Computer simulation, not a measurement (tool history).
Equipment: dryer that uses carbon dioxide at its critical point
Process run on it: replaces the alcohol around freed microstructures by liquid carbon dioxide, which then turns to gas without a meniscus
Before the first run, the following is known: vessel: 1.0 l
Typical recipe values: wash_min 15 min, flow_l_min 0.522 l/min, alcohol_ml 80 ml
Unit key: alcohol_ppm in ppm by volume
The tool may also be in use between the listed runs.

| run | hour | wash_min | flow_l_min | alcohol_ml | alcohol_ppm |
|---|---|---|---|---|---|
| 1 | 0.0 | 15 | 0.522 | 80 | 110 |
| 2 | 12.7 | 13 | 0.522 | 80 | 275 |
| 3 | 25.6 | 13 | 0.522 | 80 | 258 |
| 4 | 39.1 | 9 | 0.522 | 80 | 1521 |
| 5 | 51.3 | 9 | 0.522 | 80 | 1519 |
| 6 | 59.4 | 9 | 0.522 | 80 | 1532 |
| 7 | 65.3 | 15 | 0.522 | 80 | 125 |
| 8 | 76.5 | 15 | 0.522 | 80 | 109 |
| 9 | 87.1 | 15 | 0.522 | 80 | 109 |
| 10 | 94.9 | 15 | 0.522 | 80 | 122 |
| 11 | 101.0 | 15 | 0.522 | 80 | 115 |
| 12 | 109.8 | 13 | 0.522 | 42 | 156 |
| 13 | 120.3 | 11 | 0.587 | 42 | 208 |
| 14 | 128.1 | 11 | 0.420 | 42 | 901 |
| 15 | 138.1 | 12 | 0.691 | 88 | 100 |
| 16 | 149.2 | 10 | 0.522 | 80 | 1046 |
| 17 | 155.9 | 10 | 0.522 | 80 | 1010 |
| 18 | 166.0 | 15 | 0.453 | 49 | 183 |
| 19 | 173.9 | 15 | 0.453 | 49 | 180 |

Forecast run 20:
| 20 | 179.8 | 10 | 0.603 | 35 | ? |

{"run 20": {"alcohol_ppm": 240}}
With no hidden state in the tool, this same run would have given alcohol_ppm 187 ppm by volume.

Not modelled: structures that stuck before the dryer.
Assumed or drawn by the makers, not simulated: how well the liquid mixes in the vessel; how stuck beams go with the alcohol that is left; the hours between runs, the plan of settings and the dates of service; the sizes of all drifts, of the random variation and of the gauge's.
